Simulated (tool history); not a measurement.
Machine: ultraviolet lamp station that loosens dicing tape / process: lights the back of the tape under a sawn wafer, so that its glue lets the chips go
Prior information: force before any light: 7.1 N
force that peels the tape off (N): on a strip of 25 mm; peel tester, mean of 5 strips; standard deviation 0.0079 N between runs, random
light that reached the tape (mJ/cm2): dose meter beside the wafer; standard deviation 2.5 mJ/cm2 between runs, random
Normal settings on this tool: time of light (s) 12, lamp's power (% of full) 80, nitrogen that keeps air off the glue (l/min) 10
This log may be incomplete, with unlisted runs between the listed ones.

| run | hour | time of light (s) | lamp's power (% of full) | nitrogen that keeps air off the glue (l/min) | force that peels the tape off (N) | light that reached the tape (mJ/cm2) |
|---|---|---|---|---|---|---|
| 1 | 0 | 12 | 80 | 10 | 0.408 | 263 |
| 2 | 11.6 | 12 | 80 | 10 | 0.404 | 265 |
| 3 | 20.8 | 12 | 80 | 10 | 0.403 | 264 |
| 4 | 30 | 13 | 80 | 10 | 0.326 | 284 |
| 5 | 37.8 | 13 | 80 | 10 | 0.337 | 279 |
| 6 | 44.6 | 13 | 80 | 10 | 0.34 | 278 |
| 7 | 54.9 | 12 | 80 | 10 | 0.414 | 262 |
| 8 | 60 | 12 | 80 | 10 | 0.415 | 259 |
| 9 | 69.6 | 9 | 80 | 10 | 0.827 | 193 |
| 10 | 78.6 | 9 | 80 | 10 | 0.797 | 190 |
| 11 | 89.4 | 24 | 80 | 10 | 0.098 | 515 |
| 12 | 100.7 | 24 | 80 | 10 | 0.097 | 512 |
| 13 | 110.6 | 24 | 80 | 10 | 0.079 | 515 |
| 14 | 121.3 | 12 | 80 | 10 | 0.429 | 257 |
| 15 | 128.8 | 12 | 80 | 10 | 0.427 | 253 |
| 16 | 138.6 | 12 | 80 | 3 | 1.149 | 253 |
| 17 | 147.2 | 8 | 80 | 10 | 1.059 | 165 |
| 18 | 156.9 | 8 | 80 | 10 | 1.046 | 167 |
| 19 | 167.9 | 13 | 80 | 10 | 0.356 | 273 |
| 20 | 178.2 | 13 | 80 | 10 | 0.38 | 270 |
| 21 | 184 | 9 | 80 | 10 | 0.845 | 186 |
| 22 | 191.2 | 9 | 80 | 10 | 0.858 | 189 |
| 23 | 202.1 | 9 | 80 | 10 | 0.889 | 183 |
| 24 | 207.1 | 12 | 79 | 11 | 0.448 | 244 |
| 25 | 218 | 12 | 79 | 11 | 0.449 | 250 |
| 26 | 225.9 | 11 | 69 | 7 | 1.006 | 194 |
| 27 | 233.8 | 12 | 66 | 17 | 0.502 | 202 |
| 28 | 240.8 | 18 | 86 | 14 | 0.117 | 393 |
| 29 | 249.5 | 11 | 98 | 4 | 0.807 | 271 |
| 30 | 257.1 | 11 | 86 | 4 | 1.049 | 241 |
| 31 | 265.9 | 11 | 86 | 4 | 1.046 | 244 |
| 32 | 276.8 | 12 | 69 | 5 | 1.11 | 208 |
| 33 | 284 | 7 | 80 | 10 | 1.437 | 141 |
| 34 | 295.2 | 10 | 80 | 10 | 0.728 | 202 |
| 35 | 306.2 | 12 | 66 | 10 | 0.762 | 199 |
| 36 | 315.6 | 13 | 93 | 10 | 0.289 | 307 |
| 37 | 322.1 | 18 | 77 | 10 | 0.193 | 340 |
| 38 | 331.9 | 12 | 94 | 4 | 0.78 | 279 |
| 39 | 338.7 | 16 | 71 | 7 | 0.473 | 285 |
| 40 | 348.1 | 18 | 91 | 6 | 0.212 | 404 |
| 41 | 359.4 | 18 | 91 | 9 | 0.148 | 405 |
| 42 | 369.9 | 10 | 80 | 13 | 0.628 | 197 |
| 43 | 376.4 | 22 | 80 | 13 | 0.097 | 429 |
| 44 | 381.9 | 12 | 80 | 19 | 0.325 | 235 |

Alternative continuations, all from the tool just after run 44; predict every row:
| A | 387.2 | 12 | 80 | 4 | ? | ? |
| B | 387.2 | 10 | 84 | 19 | ? | ? |
| C | 387.2 | 17 | 97 | 19 | ? | ? |

| run | force that peels the tape off (N) | light that reached the tape (mJ/cm2) |
|---|---|---|
| A | 1.108 | 239 |
| B | 0.452 | 208 |
| C | 0.105 | 400 |
With no hidden state in the tool, these same runs would have given:
| run | force that peels the tape off (N) | light that reached the tape (mJ/cm2) |
|---|---|---|
| A | 0.714 | 298 |
| B | 0.252 | 259 |
| C | 0.088 | 501 |

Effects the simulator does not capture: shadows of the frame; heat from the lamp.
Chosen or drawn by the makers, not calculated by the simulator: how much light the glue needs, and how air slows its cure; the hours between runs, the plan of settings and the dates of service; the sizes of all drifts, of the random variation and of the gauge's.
